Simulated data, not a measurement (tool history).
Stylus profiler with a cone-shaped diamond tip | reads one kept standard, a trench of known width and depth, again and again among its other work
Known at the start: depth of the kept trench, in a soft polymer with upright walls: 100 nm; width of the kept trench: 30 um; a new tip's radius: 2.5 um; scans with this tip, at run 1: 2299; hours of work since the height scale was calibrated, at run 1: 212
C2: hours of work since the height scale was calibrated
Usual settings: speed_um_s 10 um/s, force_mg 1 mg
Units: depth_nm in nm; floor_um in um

Run 1, day 0: usual settings; scans with this tip 2299; C2 212. Result: depth_nm 100.84 nm, floor_um 28.35 um.
Run 2, day 1.083: usual settings; scans with this tip 2506; C2 232. Result: depth_nm 100.68 nm, floor_um 28.3 um.
Run 3, day 2.65: usual settings but speed_um_s 13 um/s; scans with this tip 2807; C2 259. Result: depth_nm 100.66 nm, floor_um 28.38 um.
Run 4, day 4.858: usual settings but speed_um_s 13 um/s; scans with this tip 3229; C2 298. Result: depth_nm 100.66 nm, floor_um 28.3 um.
Run 5, day 7.075: usual settings; scans with this tip 3654; C2 338. Result: depth_nm 100.67 nm, floor_um 28.28 um.
Run 6, day 8.338: usual settings; scans with this tip 3896; C2 360. Result: depth_nm 100.73 nm, floor_um 28.32 um.
Run 7, day 9.692: usual settings; scans with this tip 4155; C2 384. Result: depth_nm 100.68 nm, floor_um 28.21 um.
Run 8, day 10.712: usual settings but speed_um_s 3 um/s; scans with this tip 4351; C2 402. Result: depth_nm 100.64 nm, floor_um 28.32 um.
Run 9, day 11.758: usual settings but speed_um_s 3 um/s; scans with this tip 4551; C2 420. Result: depth_nm 100.71 nm, floor_um 28.28 um.
At day 11.962: height scale calibrated on a step standard.
Run 10, day 12.875: usual settings but speed_um_s 3 um/s; scans with this tip 4761; C2 16. Result: depth_nm 100.68 nm, floor_um 28.25 um.
Run 11, day 14.083: usual settings; scans with this tip 4992; C2 37. Result: depth_nm 100.63 nm, floor_um 28.2 um.
Run 12, day 15.642: usual settings; scans with this tip 5291; C2 65. Result: depth_nm 100.44 nm, floor_um 28.23 um.
Run 13, day 16.875: usual settings; scans with this tip 5527; C2 87. Result: depth_nm 100.44 nm, floor_um 28.15 um.
Run 14, day 18.408: usual settings but speed_um_s 6 um/s, force_mg 0.54 mg; scans with this tip 5821; C2 114. Result: depth_nm 100.27 nm, floor_um 28.17 um.
Run 15, day 20: usual settings but force_mg 0.39 mg; scans with this tip 6127; C2 142. Result: depth_nm 100.05 nm, floor_um 28.06 um.
Run 16, day 21.721: usual settings but speed_um_s 12 um/s, force_mg 1.95 mg; scans with this tip 6456; C2 173. Result: depth_nm 100.9 nm, floor_um 28.15 um.
Run 17, day 23.171: usual settings but speed_um_s 12 um/s, force_mg 1.95 mg; scans with this tip 6733; C2 198. Result: depth_nm 100.91 nm, floor_um 28.1 um.
At day 25.388: height scale calibrated on a step standard, once more.
Run 18, day 25.467: usual settings but speed_um_s 12 um/s, force_mg 1.95 mg; scans with this tip 7169; C2 1. Result: depth_nm 101.24 nm, floor_um 28.09 um.
Run 19, day 27.058: usual settings but speed_um_s 27 um/s, force_mg 0.42 mg; scans with this tip 7475; C2 30. Result: depth_nm 100.46 nm, floor_um 27.72 um.
Run 20, day 29.096: usual settings but force_mg 1.42 mg; scans with this tip 7864; C2 66. Result: depth_nm 100.97 nm, floor_um 28.09 um.
Run 21, day 30.054: usual settings but force_mg 1.42 mg; scans with this tip 8049; C2 83. Result: depth_nm 100.98 nm, floor_um 28.01 um.
Run 22, day 31.692: usual settings but force_mg 1.42 mg; scans with this tip 8362; C2 112. Result: depth_nm 100.84 nm, floor_um 28.02 um.
Run 23, day 33.538: usual settings but speed_um_s 29 um/s, force_mg 2.05 mg; scans with this tip 8715; C2 144. Result: depth_nm 101.27 nm, floor_um 27.9 um.
Run 24, day 34.921: usual settings but speed_um_s 3 um/s, force_mg 1.73 mg; scans with this tip 8980; C2 169. Result: depth_nm 101.01 nm, floor_um 28.07 um.
Run 25, day 36.321: usual settings but speed_um_s 7 um/s, force_mg 0.45 mg; scans with this tip 9249; C2 194. Result: depth_nm 100.45 nm, floor_um 27.96 um.

Measured less the same run without the tool's hidden state. The same run-to-run variation is in both; the gauge's scatter may not be:
The hidden state here: radius of the tip, um; height scale over the true one, %; drift of the gauge itself on depth_nm, %; drift of the gauge itself on floor_um, %.
run  depth_nm  floor_um
  1     -0.04     -0.15
  2     -0.05     -0.16
  3     -0.06     -0.18
  4     -0.07     -0.21
  5     -0.09     -0.24
  6     -0.11     -0.25
  7     -0.12     -0.26
  8     -0.12     -0.27
  9     -0.14     -0.28
 10     -0.22      -0.3
 11     -0.23     -0.31
 12     -0.24     -0.33
 13     -0.25     -0.34
 14     -0.26     -0.36
 15     -0.28     -0.38
 16     -0.29     -0.39
 17      -0.3     -0.41
 18        +0     -0.43
 19     -0.02     -0.45
 20     -0.03     -0.47
 21     -0.04     -0.47
 22     -0.05     -0.49
 23     -0.07     -0.51
 24     -0.08     -0.53
 25     -0.09     -0.54
